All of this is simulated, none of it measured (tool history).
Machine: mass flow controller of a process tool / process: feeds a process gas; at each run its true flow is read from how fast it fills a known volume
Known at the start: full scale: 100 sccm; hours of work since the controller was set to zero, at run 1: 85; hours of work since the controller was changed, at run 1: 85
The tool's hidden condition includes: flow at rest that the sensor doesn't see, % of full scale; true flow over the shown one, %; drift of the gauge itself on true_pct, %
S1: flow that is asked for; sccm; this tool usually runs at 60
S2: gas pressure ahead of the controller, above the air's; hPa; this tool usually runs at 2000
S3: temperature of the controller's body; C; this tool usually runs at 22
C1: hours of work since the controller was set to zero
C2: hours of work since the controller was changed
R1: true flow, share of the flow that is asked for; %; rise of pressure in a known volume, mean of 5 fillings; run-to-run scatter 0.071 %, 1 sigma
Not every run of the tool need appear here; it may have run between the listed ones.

run 1 hour=0.0 | S1=60 S2=2000 S3=22 | C1=85 C2=85 | R1=99.49
run 2 hour=195.3 | S1=60 S2=2000 S3=22 | C1=187 C2=187 | R1=99.50
run 3 hour=436.2 | S1=60 S2=2000 S3=22 | C1=313 C2=313 | R1=99.53
run 4 hour=638.5 | S1=60 S2=2000 S3=22 | C1=418 C2=418 | R1=99.52
run 5 hour=973.7 | S1=60 S2=2000 S3=22 | C1=593 C2=593 | R1=99.61
run 6 hour=1121.5 | S1=60 S2=2000 S3=22 | C1=670 C2=670 | R1=99.73
run 7 hour=1414.3 | S1=60 S2=2000 S3=22 | C1=823 C2=823 | R1=99.72
run 8 hour=1686.3 | S1=60 S2=2000 S3=21 | C1=965 C2=965 | R1=99.87
run 9 hour=1953.5 | S1=60 S2=2000 S3=22 | C1=1104 C2=1104 | R1=99.92
run 10 hour=2126.5 | S1=60 S2=2000 S3=22 | C1=1195 C2=1195 | R1=99.98
run 11 hour=2273.5 | S1=60 S2=2000 S3=22 | C1=1271 C2=1271 | R1=99.90
run 12 hour=2536.6 | S1=60 S2=2130 S3=22 | C1=1409 C2=1409 | R1=100.01
run 13 hour=2713.1 | S1=60 S2=2130 S3=22 | C1=1501 C2=1501 | R1=99.95
run 14 hour=2919.2 | S1=60 S2=2130 S3=22 | C1=1608 C2=1608 | R1=100.01
run 15 hour=3241.9 | S1=60 S2=2130 S3=22 | C1=1777 C2=1777 | R1=100.10
run 16 hour=3406.0 | S1=60 S2=2610 S3=22 | C1=1862 C2=1862 | R1=99.92
run 17 hour=3695.3 | S1=60 S2=2610 S3=22 | C1=2013 C2=2013 | R1=100.03
run 18 hour=3881.7 | S1=60 S2=2610 S3=22 | C1=2111 C2=2111 | R1=100.02
run 19 hour=4217.6 | S1=17 S2=2200 S3=22 | C1=2286 C2=2286 | R1=100.56
run 20 hour=4421.4 | S1=39 S2=1650 S3=37 | C1=2392 C2=2392 | R1=99.25
run 21 hour=4701.9 | S1=60 S2=1430 S3=22 | C1=2539 C2=2539 | R1=100.57
run 22 hour=4887.2 | S1=60 S2=1430 S3=22 | C1=2635 C2=2635 | R1=100.63
run 23 hour=5033.8 | S1=60 S2=1430 S3=22 | C1=2712 C2=2712 | R1=100.60
run 24 hour=5378.1 | S1=45 S2=1550 S3=37 | C1=2891 C2=2891 | R1=99.64
run 25 hour=5539.3 | S1=45 S2=2340 S3=35 | C1=2976 C2=2976 | R1=99.46
run 26 hour=5772.5 | S1=60 S2=2000 S3=28 | C1=3097 C2=3097 | R1=100.24
run 27 hour=6104.9 | S1=60 S2=2000 S3=21 | C1=3271 C2=3271 | R1=100.68
run 28 hour=6327.6 | S1=62 S2=2000 S3=22 | C1=3387 C2=3387 | R1=100.74

How would selected steps in R1 from run to run divide? Give the signed amount a tool lacking its hidden state would still show from settings, what came in and random variation, and the signed amount left for the hidden state, including any gauge scatter that is not in both of the compared results.
Run 18 -> 19: S1 60 -> 17, S2 2610 -> 2200. R1 +0.54 %: hidden state +1.25, all else -0.71.
Run 19 -> 20: S1 17 -> 39, S2 2200 -> 1650, S3 22 -> 37. R1 -1.31 %: hidden state -0.88, all else -0.43.
Run 20 -> 21: S1 39 -> 60, S2 1650 -> 1430, S3 37 -> 22. R1 +1.32 %: hidden state -0.21, all else +1.53.

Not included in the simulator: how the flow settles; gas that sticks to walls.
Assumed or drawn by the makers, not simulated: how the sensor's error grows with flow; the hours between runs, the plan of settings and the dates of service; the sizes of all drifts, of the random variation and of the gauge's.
